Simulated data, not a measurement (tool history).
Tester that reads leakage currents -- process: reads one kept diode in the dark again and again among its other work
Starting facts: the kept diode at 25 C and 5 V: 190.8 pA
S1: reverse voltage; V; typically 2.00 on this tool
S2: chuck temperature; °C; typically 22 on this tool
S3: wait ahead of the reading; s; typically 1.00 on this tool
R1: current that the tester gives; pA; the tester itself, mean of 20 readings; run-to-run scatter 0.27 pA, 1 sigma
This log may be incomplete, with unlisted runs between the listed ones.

{"run": 1, "hour": 0.0, "S1": 2.0, "S2": 22, "S3": 1.0, "R1": 85.76}
{"run": 2, "hour": 41.3, "S1": 2.0, "S2": 22, "S3": 1.0, "R1": 85.12}
{"run": 3, "hour": 71.2, "S1": 2.0, "S2": 22, "S3": 1.0, "R1": 84.84}
{"run": 4, "hour": 103.9, "S1": 2.0, "S2": 22, "S3": 1.0, "R1": 84.86}
{"run": 5, "hour": 128.6, "S1": 2.0, "S2": 22, "S3": 1.0, "R1": 84.4}
{"run": 6, "hour": 178.3, "S1": 2.0, "S2": 22, "S3": 1.39, "R1": 84.94}
{"run": 7, "hour": 201.3, "S1": 2.0, "S2": 22, "S3": 1.39, "R1": 84.52}
{"run": 8, "hour": 245.9, "S1": 2.0, "S2": 22, "S3": 1.39, "R1": 84.28}
{"run": 9, "hour": 278.4, "S1": 2.0, "S2": 51, "S3": 1.0, "R1": 616.32}
{"run": 10, "hour": 319.1, "S1": 2.0, "S2": 22, "S3": 1.35, "R1": 83.94}
{"run": 11, "hour": 355.3, "S1": 2.0, "S2": 22, "S3": 8.29, "R1": 80.63}
{"run": 12, "hour": 377.4, "S1": 2.0, "S2": 25, "S3": 1.0, "R1": 101.03}
{"run": 13, "hour": 424.5, "S1": 2.0, "S2": 22, "S3": 1.21, "R1": 80.3}
{"run": 14, "hour": 463.2, "S1": 2.0, "S2": 22, "S3": 1.0, "R1": 80.09}
{"run": 15, "hour": 486.6, "S1": 2.0, "S2": 22, "S3": 1.0, "R1": 80.06}
{"run": 16, "hour": 532.5, "S1": 2.0, "S2": 22, "S3": 1.0, "R1": 80.21}
{"run": 17, "hour": 556.6, "S1": 2.0, "S2": 38, "S3": 1.0, "R1": 252.06}
{"run": 18, "hour": 602.9, "S1": 2.0, "S2": 22, "S3": 1.0, "R1": 90.49}
{"run": 19, "hour": 647.2, "S1": 2.0, "S2": 22, "S3": 1.0, "R1": 91.14}
{"run": 20, "hour": 691.1, "S1": 2.0, "S2": 22, "S3": 1.0, "R1": 90.29}
{"run": 21, "hour": 730.8, "S1": 2.0, "S2": 22, "S3": 1.0, "R1": 90.3}
{"run": 22, "hour": 778.0, "S1": 2.0, "S2": 30, "S3": 3.03, "R1": 160.67}
{"run": 23, "hour": 817.6, "S1": 2.55, "S2": 22, "S3": 1.0, "R1": 103.4}
{"run": 24, "hour": 859.4, "S1": 1.4, "S2": 45, "S3": 2.52, "R1": 359.18}
{"run": 25, "hour": 894.7, "S1": 2.0, "S2": 26, "S3": 1.47, "R1": 120.08}
{"run": 26, "hour": 926.1, "S1": 5.49, "S2": 52, "S3": 1.47, "R1": 1239.92}
{"run": 27, "hour": 960.5, "S1": 2.39, "S2": 45, "S3": 1.0, "R1": 490.07}
{"run": 28, "hour": 1007.9, "S1": 4.05, "S2": 53, "S3": 6.97, "R1": 1103.82}
{"run": 29, "hour": 1030.6, "S1": 4.05, "S2": 53, "S3": 6.97, "R1": 1096.11}
{"run": 30, "hour": 1078.8, "S1": 4.05, "S2": 53, "S3": 6.97, "R1": 1098.82}
{"run": 31, "hour": 1120.1, "S1": 8.97, "S2": 22, "S3": 1.0, "R1": 215.64}
{"run": 32, "hour": 1146.0, "S1": 8.97, "S2": 22, "S3": 1.0, "R1": 215.82}
{"run": 33, "hour": 1188.6, "S1": 8.97, "S2": 22, "S3": 1.0, "R1": 216.08}
{"run": 34, "hour": 1211.2, "S1": 11.27, "S2": 54, "S3": 0.69, "R1": 2124.61}
{"run": 35, "hour": 1241.2, "S1": 14.11, "S2": 29, "S3": 5.02, "R1": 464.21}
{"run": 36, "hour": 1275.0, "S1": 5.33, "S2": 29, "S3": 0.8, "R1": 261.83}
{"run": 37, "hour": 1321.3, "S1": 2.63, "S2": 30, "S3": 3.02, "R1": 184.56}
{"run": 38, "hour": 1349.8, "S1": 3.47, "S2": 52, "S3": 7.0, "R1": 935.24}
{"run": 39, "hour": 1374.8, "S1": 3.47, "S2": 52, "S3": 7.0, "R1": 934.16}

Not shown: 3 entries that the log had between the listed runs. Between which runs, and how does the tool's hidden state differ before and after?
Between runs 1 and 2: probe card cleaned and baked (hour 30.5)
  stray current of the dirty probe card, pA a volt: 0.408 -> 0.024; current scale over the true one, %: -0.24 -> -0.25; true chuck temperature over the reading, C: -0.61 -> -0.64
  the result without the hidden state subtracted from the measured one, R1: -3.45 -> -4.39 pA
Between runs 10 and 11: chuck's temperature calibrated (hour 323.5)
  stray current of the dirty probe card, pA a volt: 0.101 -> 0.109; current scale over the true one, %: -0.31 -> -0.32; true chuck temperature over the reading, C: -0.81 -> -1.33
  the result without the hidden state subtracted from the measured one, R1: -5.38 -> -8.56 pA
Between runs 17 and 18: chuck's temperature calibrated, once more (hour 597.3)
  stray current of the dirty probe card, pA a volt: 0.163 -> 0.175; current scale over the true one, %: -0.36 -> -0.37; true chuck temperature over the reading, C: -1.45 -> 0.2
  the result without the hidden state subtracted from the measured one, R1: -26.75 -> +1.30 pA

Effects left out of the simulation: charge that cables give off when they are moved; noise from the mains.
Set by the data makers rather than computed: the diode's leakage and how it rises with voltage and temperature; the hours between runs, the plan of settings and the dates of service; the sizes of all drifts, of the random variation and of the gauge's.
